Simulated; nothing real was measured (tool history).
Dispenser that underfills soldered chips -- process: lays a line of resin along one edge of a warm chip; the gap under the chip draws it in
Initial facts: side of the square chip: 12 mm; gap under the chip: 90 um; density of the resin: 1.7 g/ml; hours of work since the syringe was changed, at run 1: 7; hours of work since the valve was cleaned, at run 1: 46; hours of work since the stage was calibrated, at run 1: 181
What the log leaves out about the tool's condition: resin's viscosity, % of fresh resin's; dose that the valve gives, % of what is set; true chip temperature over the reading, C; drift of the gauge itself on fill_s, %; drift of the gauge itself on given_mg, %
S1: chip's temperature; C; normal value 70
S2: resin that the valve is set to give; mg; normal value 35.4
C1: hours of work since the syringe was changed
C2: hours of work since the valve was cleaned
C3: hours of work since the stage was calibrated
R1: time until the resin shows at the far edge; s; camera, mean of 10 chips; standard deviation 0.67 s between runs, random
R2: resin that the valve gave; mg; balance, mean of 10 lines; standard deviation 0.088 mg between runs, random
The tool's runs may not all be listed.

run 1 day=0.000 | S1=70 S2=35.4 | C1=7 C2=46 C3=181 | R1=100.4 R2=34.51
-- day=0.229 new syringe of resin
run 2 day=0.238 | S1=79 S2=35.4 | C1=0 C2=51 C3=185 | R1=35.2 R2=34.39
run 3 day=0.475 | S1=79 S2=44.7 | C1=5 C2=55 C3=190 | R1=49.8 R2=43.08
run 4 day=0.642 | S1=70 S2=35.4 | C1=8 C2=58 C3=193 | R1=105.3 R2=34.17
-- day=0.829 new syringe of resin
run 5 day=0.867 | S1=70 S2=35.4 | C1=1 C2=62 C3=197 | R1=59.0 R2=33.98
run 6 day=1.108 | S1=70 S2=35.4 | C1=5 C2=67 C3=202 | R1=85.6 R2=33.79
run 7 day=1.333 | S1=70 S2=35.4 | C1=10 C2=71 C3=206 | R1=120.8 R2=33.74
-- day=1.433 new syringe of resin
-- day=1.488 dispensing valve cleaned and set on the balance
run 8 day=1.617 | S1=70 S2=44.0 | C1=3 C2=2 C3=210 | R1=67.7 R2=44.03
run 9 day=1.846 | S1=70 S2=44.0 | C1=7 C2=7 C3=215 | R1=93.7 R2=43.72
run 10 day=1.946 | S1=70 S2=44.0 | C1=9 C2=9 C3=217 | R1=109.9 R2=43.78
-- day=2.075 new syringe of resin
run 11 day=2.096 | S1=70 S2=44.0 | C1=0 C2=11 C3=219 | R1=57.1 R2=43.57
run 12 day=2.233 | S1=70 S2=37.1 | C1=3 C2=14 C3=222 | R1=69.1 R2=36.72
run 13 day=2.467 | S1=70 S2=35.4 | C1=7 C2=18 C3=226 | R1=99.0 R2=35.04
-- day=2.688 new syringe of resin
run 14 day=2.688 | S1=70 S2=35.4 | C1=0 C2=22 C3=230 | R1=56.4 R2=34.72
run 15 day=2.929 | S1=70 S2=35.4 | C1=5 C2=27 C3=235 | R1=80.6 R2=34.72
run 16 day=3.121 | S1=59 S2=35.4 | C1=8 C2=31 C3=239 | R1=202.5 R2=34.73
run 17 day=3.250 | S1=70 S2=35.4 | C1=11 C2=33 C3=241 | R1=127.9 R2=34.72
-- day=3.283 new syringe of resin
run 18 day=3.492 | S1=70 S2=32.2 | C1=4 C2=38 C3=245 | R1=74.6 R2=31.17
run 19 day=3.712 | S1=58 S2=40.3 | C1=8 C2=42 C3=250 | R1=197.7 R2=39.19
run 20 day=3.829 | S1=59 S2=31.4 | C1=10 C2=44 C3=252 | R1=232.4 R2=30.34
-- day=3.896 new syringe of resin
run 21 day=4.067 | S1=67 S2=32.8 | C1=3 C2=48 C3=256 | R1=86.1 R2=31.57
run 22 day=4.200 | S1=67 S2=32.8 | C1=6 C2=51 C3=259 | R1=104.6 R2=31.58

Expected results for the next run?
run 23 day=4.400 | S1=70 S2=40.7 | C1=10 C2=55 C3=263 | R1=? R2=?

Run 23 gave R1 116.6 s, R2 39.37 mg.
On a tool with no hidden condition, and with the same random variation, this run would have come out at R1 58.9 s, R2 40.90 mg.

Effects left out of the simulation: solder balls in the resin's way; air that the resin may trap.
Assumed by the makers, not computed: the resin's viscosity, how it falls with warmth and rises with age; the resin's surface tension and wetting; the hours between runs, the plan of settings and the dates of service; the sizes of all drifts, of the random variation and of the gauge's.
